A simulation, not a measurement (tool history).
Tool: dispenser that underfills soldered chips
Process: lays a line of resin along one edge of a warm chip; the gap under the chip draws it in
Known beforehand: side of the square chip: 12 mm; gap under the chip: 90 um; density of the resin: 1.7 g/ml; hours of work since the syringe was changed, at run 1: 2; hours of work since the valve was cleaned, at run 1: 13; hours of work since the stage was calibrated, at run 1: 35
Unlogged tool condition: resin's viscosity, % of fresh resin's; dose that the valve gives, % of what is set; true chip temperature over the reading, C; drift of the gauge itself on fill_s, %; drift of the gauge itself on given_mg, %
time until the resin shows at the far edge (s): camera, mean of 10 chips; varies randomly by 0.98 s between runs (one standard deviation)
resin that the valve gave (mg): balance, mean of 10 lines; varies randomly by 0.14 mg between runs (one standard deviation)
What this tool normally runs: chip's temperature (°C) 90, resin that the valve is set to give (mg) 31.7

run   hour  chip's temperature (°C)  resin that the valve is set to give (mg)  hours of work since the syringe was changed  hours of work since the valve was cleaned  hours of work since the stage was calibrated  time until the resin shows at the far edge (s)  resin that the valve gave (mg)
  1    0.0                       90                                      31.7                                            2                                         13                                            35                                            99.6                           31.13
  2    7.8                       90                                      31.7                                            8                                         19                                            40                                           132.8                           31.43
      13.7  -- new syringe of resin
  3   16.4                       90                                      31.7                                            2                                         26                                            47                                           100.8                           31.31
  4   26.5                       90                                      31.7                                           10                                         33                                            55                                           146.9                           31.19
      29.4  -- new syringe of resin
  5   32.5                       90                                      31.7                                            2                                         38                                            59                                           102.4                           31.01
  6   39.0                       90                                      31.7                                            7                                         43                                            64                                           129.4                           31.22
      45.4  -- new syringe of resin
  7   46.9                       90                                      31.7                                            1                                         49                                            70                                            99.9                           30.98
  8   54.7                       93                                      31.7                                            7                                         55                                            76                                           116.5                           30.95
      61.1  -- new syringe of resin
  9   63.5                       90                                      27.1                                            2                                         61                                            82                                           104.2                           26.24
 10   71.3                       90                                      27.1                                            8                                         67                                            88                                           141.8                           26.00
      77.4  -- new syringe of resin
 11   81.1                       92                                      31.0                                            3                                         74                                            96                                            97.5                           29.80
 12   91.1                       92                                      31.0                                           11                                         82                                           103                                           142.5                           29.54
      93.7  -- new syringe of resin
 13   98.1                       90                                      30.3                                            3                                         87                                           108                                           111.3                           28.98
     109.5  -- new syringe of resin
 14  110.1                       90                                      30.3                                            0                                         96                                           117                                            96.8                           28.54
     117.6  -- dispensing valve cleaned and set on the balance
 15  121.3                       78                                      32.3                                            8                                          3                                           125                                           213.8                           32.44
     126.2  -- new syringe of resin
 16  128.4                       79                                      31.3                                            2                                          8                                           130                                           155.8                           31.47
 17  134.5                       93                                      37.2                                            6                                         13                                           135                                           109.9                           36.89
     142.4  -- new syringe of resin
 18  142.4                       78                                      31.7                                            0                                         19                                           141                                           146.3                           31.34
 19  153.2                       77                                      34.6                                            8                                         27                                           149                                           220.6                           33.95

5 options for the next run, each taken on its own from the tool as it stands now. Forecast them:
     158.2  -- new syringe of resin
  A  160.8                       89                                      38.4                                            2                                         33                                           155                                               ?                               ?
     158.2  -- new syringe of resin
  B  160.8                       90                                      31.3                                            2                                         33                                           155                                               ?                               ?
     158.2  -- new syringe of resin
  C  160.8                       83                                      28.3                                            2                                         33                                           155                                               ?                               ?
     158.2  -- new syringe of resin
  D  160.8                       80                                      30.2                                            2                                         33                                           155                                               ?                               ?
     158.2  -- new syringe of resin
  E  160.8                       85                                      36.2                                            2                                         33                                           155                                               ?                               ?

run  time until the resin shows at the far edge (s)  resin that the valve gave (mg)
  A                                           103.7                           37.79
  B                                           101.9                           30.60
  C                                           139.4                           27.63
  D                                           149.4                           29.73
  E                                           122.6                           35.56
Stripped of hidden state, with their random variation kept, the same runs would have yielded:
run  time until the resin shows at the far edge (s)  resin that the valve gave (mg)
  A                                            94.6                           38.55
  B                                            92.7                           31.23
  C                                           126.7                           28.19
  D                                           136.1                           30.33
  E                                           111.8                           36.28

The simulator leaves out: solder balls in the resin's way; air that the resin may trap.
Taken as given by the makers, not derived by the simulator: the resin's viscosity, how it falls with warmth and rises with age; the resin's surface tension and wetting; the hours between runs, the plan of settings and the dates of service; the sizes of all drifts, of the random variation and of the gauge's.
